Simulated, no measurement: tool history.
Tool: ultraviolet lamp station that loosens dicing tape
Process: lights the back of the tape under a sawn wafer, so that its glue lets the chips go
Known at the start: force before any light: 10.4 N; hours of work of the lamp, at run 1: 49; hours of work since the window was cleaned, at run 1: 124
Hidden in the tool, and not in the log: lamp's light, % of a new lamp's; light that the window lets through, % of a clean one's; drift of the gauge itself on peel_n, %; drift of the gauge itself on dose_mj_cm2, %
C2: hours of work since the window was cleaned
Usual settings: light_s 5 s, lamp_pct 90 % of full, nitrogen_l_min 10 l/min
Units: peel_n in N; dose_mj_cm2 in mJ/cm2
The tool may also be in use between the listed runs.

{"run": 1, "hour": 0.0, "light_s": 5, "lamp_pct": 90, "nitrogen_l_min": 10, "hours of work of the lamp": 49, "C2": 124, "peel_n": 0.225, "dose_mj_cm2": 230}
{"run": 2, "hour": 30.9, "light_s": 5, "lamp_pct": 90, "nitrogen_l_min": 10, "hours of work of the lamp": 65, "C2": 141, "peel_n": 0.223, "dose_mj_cm2": 234}
{"run": 3, "hour": 79.4, "light_s": 5, "lamp_pct": 90, "nitrogen_l_min": 16, "hours of work of the lamp": 91, "C2": 166, "peel_n": 0.154, "dose_mj_cm2": 225}
{"run": 4, "hour": 112.9, "light_s": 5, "lamp_pct": 79, "nitrogen_l_min": 10, "hours of work of the lamp": 108, "C2": 184, "peel_n": 0.357, "dose_mj_cm2": 195}
{"run": 5, "hour": 161.3, "light_s": 3, "lamp_pct": 90, "nitrogen_l_min": 10, "hours of work of the lamp": 134, "C2": 209, "peel_n": 1.03, "dose_mj_cm2": 132}
{"run": 6, "hour": 207.9, "light_s": 5, "lamp_pct": 97, "nitrogen_l_min": 10, "hours of work of the lamp": 158, "C2": 234, "peel_n": 0.219, "dose_mj_cm2": 237}
{"run": 7, "hour": 234.4, "light_s": 4, "lamp_pct": 62, "nitrogen_l_min": 17, "hours of work of the lamp": 172, "C2": 247, "peel_n": 0.924, "dose_mj_cm2": 120}
{"run": 8, "hour": 275.3, "light_s": 5, "lamp_pct": 95, "nitrogen_l_min": 10, "hours of work of the lamp": 193, "C2": 269, "peel_n": 0.246, "dose_mj_cm2": 228}
{"run": 9, "hour": 309.5, "light_s": 5, "lamp_pct": 75, "nitrogen_l_min": 3, "hours of work of the lamp": 211, "C2": 287, "peel_n": 1.522, "dose_mj_cm2": 178}

The next listed run, before its measurement:
{"run": 10, "hour": 356.5, "light_s": 8, "lamp_pct": 75, "nitrogen_l_min": 3, "hours of work of the lamp": 236, "C2": 312, "peel_n": "?", "dose_mj_cm2": "?"}

peel_n: 0.536 N
dose_mj_cm2: 279 mJ/cm2
Without the tool's hidden state the same run would have given peel_n 0.31 N, dose_mj_cm2 336 mJ/cm2.

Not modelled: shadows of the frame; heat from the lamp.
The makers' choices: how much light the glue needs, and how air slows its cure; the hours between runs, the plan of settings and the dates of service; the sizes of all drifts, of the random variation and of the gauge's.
